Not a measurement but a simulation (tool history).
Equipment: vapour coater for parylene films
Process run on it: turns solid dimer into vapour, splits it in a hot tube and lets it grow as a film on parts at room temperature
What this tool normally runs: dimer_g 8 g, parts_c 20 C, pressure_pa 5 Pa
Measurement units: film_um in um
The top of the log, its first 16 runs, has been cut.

| run | hour | dimer_g | parts_c | pressure_pa | hours of work since the trap's valve was overhauled | hours of work since the table's thermometer was calibrated | film_um |
|---|---|---|---|---|---|---|---|
| 17 | 247.7 | 8 | 27 | 5 | 138 | 687 | 1.02 |
| 18 | 264.2 | 8 | 27 | 5 | 150 | 699 | 1 |
| 19 | 276.2 | 8 | 27 | 5 | 160 | 708 | 0.98 |
| 20 | 296.8 | 8 | 27 | 5 | 175 | 724 | 0.99 |
| 21 | 310.2 | 8 | 27 | 5 | 185 | 734 | 0.97 |
| 22 | 319 | 8 | 27 | 8.95 | 192 | 741 | 0.95 |
| 23 | 334.5 | 6 | 20 | 5 | 204 | 753 | 1 |
| 24 | 347.7 | 3 | 20 | 5 | 214 | 763 | 0.48 |
| 25 | 364.3 | 11 | 29 | 10.78 | 226 | 775 | 1.13 |
| 26 | 373.7 | 14 | 21 | 11.23 | 234 | 782 | 2.12 |
| 27 | 389 | 14 | 21 | 11.23 | 245 | 794 | 2.09 |
| 28 | 401.9 | 4 | 18 | 2.62 | 255 | 804 | 0.73 |
| 29 | 423.5 | 4 | 18 | 2.62 | 271 | 820 | 0.75 |

For run 30, what comes out?
|  | 429.7 | trap's valve overhauled |
| 30 | 445 | 8 | 16 | 10.24 | 12 | 833 | ? |

{"run 30": {"film_um": 1.74}}
Without the tool's hidden state the same run would have given film_um 1.73 um.
